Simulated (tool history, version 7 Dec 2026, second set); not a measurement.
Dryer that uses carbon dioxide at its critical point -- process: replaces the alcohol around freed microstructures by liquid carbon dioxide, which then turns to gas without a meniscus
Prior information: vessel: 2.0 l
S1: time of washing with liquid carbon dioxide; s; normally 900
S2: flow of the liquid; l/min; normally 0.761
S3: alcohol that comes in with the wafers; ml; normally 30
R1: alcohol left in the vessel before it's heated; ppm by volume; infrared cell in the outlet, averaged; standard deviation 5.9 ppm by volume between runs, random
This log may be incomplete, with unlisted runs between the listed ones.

run	hour	S1	S2	S3	R1
1	0	900	0.761	30	255
2	8.5	900	0.761	30	255
3	18.5	900	0.761	21	182
4	26.5	900	0.761	21	180
5	32.7	900	0.761	21	191
6	37.9	900	0.761	21	178
7	42.2	900	0.492	21	754
8	46.9	900	0.761	39	349
9	52.9	900	0.761	39	337
10	61.6	900	0.761	39	359
11	65.7	900	0.761	71	623
12	71.5	900	0.761	71	642
13	77	600	0.498	78	6507
14	85	720	0.549	24	1162
15	91.1	720	0.617	63	2256
16	97.3	960	0.712	31	299
17	104.3	720	0.761	115	2392
18	112.2	720	0.761	115	2331
19	121	900	0.761	28	269
20	127.4	900	0.761	28	279
21	133	900	0.761	28	278
22	141.8	900	0.761	26	258
23	150.9	720	0.951	26	257
24	160.2	720	0.951	26	271

Alternative continuations, all from the tool just after run 24; predict every row:
A	167.7	720	1.091	26	?
B	167.7	540	0.472	23	?
C	167.7	660	0.639	30	?
D	167.7	900	0.761	30	?

run	R1
A	159
B	2608
C	1315
D	317
Had the tool no hidden state, the same runs would have come out as:
run	R1
A	102
B	2279
C	1052
D	220
